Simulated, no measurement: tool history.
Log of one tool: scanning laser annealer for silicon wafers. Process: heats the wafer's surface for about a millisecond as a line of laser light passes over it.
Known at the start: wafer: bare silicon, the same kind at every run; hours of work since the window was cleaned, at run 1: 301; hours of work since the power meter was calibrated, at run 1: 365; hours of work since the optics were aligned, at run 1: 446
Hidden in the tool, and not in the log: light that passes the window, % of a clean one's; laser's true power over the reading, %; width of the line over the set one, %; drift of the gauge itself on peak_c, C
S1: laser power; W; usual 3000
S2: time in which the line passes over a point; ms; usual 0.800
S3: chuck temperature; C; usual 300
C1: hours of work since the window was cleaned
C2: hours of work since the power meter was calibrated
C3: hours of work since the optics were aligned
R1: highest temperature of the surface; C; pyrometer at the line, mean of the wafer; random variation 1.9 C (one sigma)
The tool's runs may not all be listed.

| run | day | S1 | S2 | S3 | C1 | C2 | C3 | R1 |
|---|---|---|---|---|---|---|---|---|
| 1 | 0.000 | 3000 | 0.800 | 300 | 301 | 365 | 446 | 1112 |
| 2 | 0.608 | 3000 | 0.800 | 300 | 310 | 374 | 455 | 1114 |
| 3 | 1.412 | 3000 | 0.800 | 299 | 321 | 385 | 467 | 1116 |
| 4 | 2.096 | 3000 | 0.800 | 299 | 331 | 395 | 476 | 1111 |
| 5 | 2.896 | 3000 | 0.800 | 299 | 343 | 407 | 488 | 1115 |
| 6 | 3.425 | 3000 | 0.726 | 300 | 350 | 414 | 495 | 1078 |
| 7 | 4.067 | 3000 | 0.726 | 300 | 359 | 423 | 505 | 1079 |
| 8 | 4.483 | 3000 | 0.726 | 300 | 365 | 429 | 510 | 1079 |
| 9 | 5.354 | 3000 | 0.726 | 300 | 378 | 442 | 523 | 1080 |
| 10 | 5.729 | 2575 | 0.726 | 300 | 383 | 447 | 528 | 944 |
| 11 | 6.250 | 2575 | 0.726 | 300 | 391 | 455 | 536 | 946 |
| 12 | 6.642 | 2575 | 0.726 | 300 | 396 | 460 | 541 | 944 |
| 13 | 7.150 | 2575 | 0.726 | 300 | 403 | 467 | 549 | 945 |
| 14 | 7.933 | 3000 | 0.800 | 300 | 415 | 479 | 560 | 1115 |
| 15 | 8.350 | 3000 | 0.800 | 300 | 421 | 485 | 566 | 1114 |
| 16 | 9.167 | 3000 | 0.800 | 300 | 432 | 496 | 577 | 1111 |
| 17 | 9.662 | 3000 | 0.800 | 300 | 439 | 503 | 585 | 1111 |
| 18 | 10.529 | 3000 | 0.800 | 300 | 452 | 516 | 597 | 1114 |
| 19 | 11.325 | 3000 | 0.800 | 300 | 463 | 527 | 608 | 1115 |
|  | 11.696 | window over the wafer cleaned |
| 20 | 11.817 | 3000 | 0.800 | 300 | 2 | 533 | 614 | 1112 |
| 21 | 12.608 | 3000 | 0.800 | 300 | 13 | 544 | 625 | 1116 |
| 22 | 13.329 | 3000 | 0.654 | 282 | 23 | 555 | 636 | 1030 |

The next listed run, before its measurement:
| 23 | 13.829 | 3000 | 0.654 | 282 | 30 | 562 | 643 | ? |

R1: 1028 C
Without the tool's hidden state the same run would have given R1 1028 C.

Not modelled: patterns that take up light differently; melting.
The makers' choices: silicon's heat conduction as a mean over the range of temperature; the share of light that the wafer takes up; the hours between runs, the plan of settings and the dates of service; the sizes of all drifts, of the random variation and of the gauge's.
